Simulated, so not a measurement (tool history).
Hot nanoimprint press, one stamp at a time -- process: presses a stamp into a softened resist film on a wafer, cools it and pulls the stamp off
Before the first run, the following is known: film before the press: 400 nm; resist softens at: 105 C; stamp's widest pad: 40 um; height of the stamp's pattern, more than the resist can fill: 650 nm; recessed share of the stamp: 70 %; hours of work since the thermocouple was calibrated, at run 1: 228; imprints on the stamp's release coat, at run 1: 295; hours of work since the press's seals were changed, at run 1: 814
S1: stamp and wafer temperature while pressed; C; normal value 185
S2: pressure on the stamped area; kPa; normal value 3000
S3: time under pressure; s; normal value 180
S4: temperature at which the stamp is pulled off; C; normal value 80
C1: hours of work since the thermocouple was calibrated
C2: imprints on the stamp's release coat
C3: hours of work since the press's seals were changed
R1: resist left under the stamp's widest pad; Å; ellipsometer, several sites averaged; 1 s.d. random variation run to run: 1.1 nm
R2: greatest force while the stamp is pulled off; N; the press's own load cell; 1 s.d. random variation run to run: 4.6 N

Run 1, day 0: usual settings; C1 228; C2 295; C3 814. Result: R1 1724 Å, R2 245 N.
Run 2, day 1.642: usual settings but S1 175 C; C1 247; C2 395; C3 833. Result: R1 2337 Å, R2 256 N.
Run 3, day 2.629: usual settings but S2 2490 kPa; C1 258; C2 455; C3 844. Result: R1 1891 Å, R2 262 N.
At day 4.342: stamp cleaned and given a new release coat.
Run 4, day 5.079: usual settings but S2 2410 kPa; C1 283; C2 45; C3 869. Result: R1 1918 Å, R2 229 N.
Run 5, day 6.546: usual settings; C1 300; C2 134; C3 885. Result: R1 1718 Å, R2 236 N.
Run 6, day 7.879: usual settings; C1 315; C2 215; C3 900. Result: R1 1717 Å, R2 235 N.
Run 7, day 9.142: usual settings; C1 329; C2 292; C3 915. Result: R1 1731 Å, R2 242 N.
Run 8, day 10.671: usual settings; C1 346; C2 385; C3 932. Result: R1 1737 Å, R2 247 N.
Run 9, day 11.917: usual settings; C1 360; C2 461; C3 946. Result: R1 1731 Å, R2 266 N.
Run 10, day 13.083: usual settings but S1 181 C, S4 81 C; C1 374; C2 532; C3 959. Result: R1 1974 Å, R2 264 N.
At day 13.517: stamp cleaned and given a new release coat.
Run 11, day 14.521: usual settings but S1 181 C, S2 2550 kPa, S3 334 s, S4 75 C; C1 387; C2 61; C3 973. Result: R1 1700 Å, R2 242 N.
Run 12, day 16.383: usual settings but S1 182 C, S3 239 s, S4 70 C; C1 408; C2 174; C3 994. Result: R1 1733 Å, R2 279 N.
At day 17.688: press's hydraulic seals changed and the load cell set to zero.
Run 13, day 18.067: usual settings but S2 2070 kPa, S3 157 s, S4 77 C; C1 423; C2 256; C3 4. Result: R1 2143 Å, R2 256 N.
Run 14, day 19.15: usual settings but S1 174 C; C1 436; C2 322; C3 17. Result: R1 2429 Å, R2 254 N.

How the hidden state differs across the entries between the runs, from the last listed run before each to the first after it:
Logged between run 3 and run 4: stamp cleaned and given a new release coat (day 4.342)
  true temperature over the reading, C: -0.46 -> -0.5; pressure that arrives at the usual setting, %: 98.05 -> 97.98; grip of the stamp's worn release coat, % over a new coat's: 14 -> 1.4
  measured value less the no-hidden-state value, R1: +42 -> +45 Å; R2: +33 -> +5 N
Logged between run 10 and run 11: stamp cleaned and given a new release coat (day 13.517)
  true temperature over the reading, C: -0.65 -> -0.68; pressure that arrives at the usual setting, %: 97.74 -> 97.71; grip of the stamp's worn release coat, % over a new coat's: 16.4 -> 1.8
  measured value less the no-hidden-state value, R1: +62 -> +56 Å; R2: +39 -> +6 N
Logged between run 12 and run 13: press's hydraulic seals changed and the load cell set to zero (day 17.688)
  true temperature over the reading, C: -0.71 -> -0.74; pressure that arrives at the usual setting, %: 97.65 -> 100.06; grip of the stamp's worn release coat, % over a new coat's: 5.3 -> 7.8
  measured value less the no-hidden-state value, R1: +61 -> +46 Å; R2: +17 -> +21 N

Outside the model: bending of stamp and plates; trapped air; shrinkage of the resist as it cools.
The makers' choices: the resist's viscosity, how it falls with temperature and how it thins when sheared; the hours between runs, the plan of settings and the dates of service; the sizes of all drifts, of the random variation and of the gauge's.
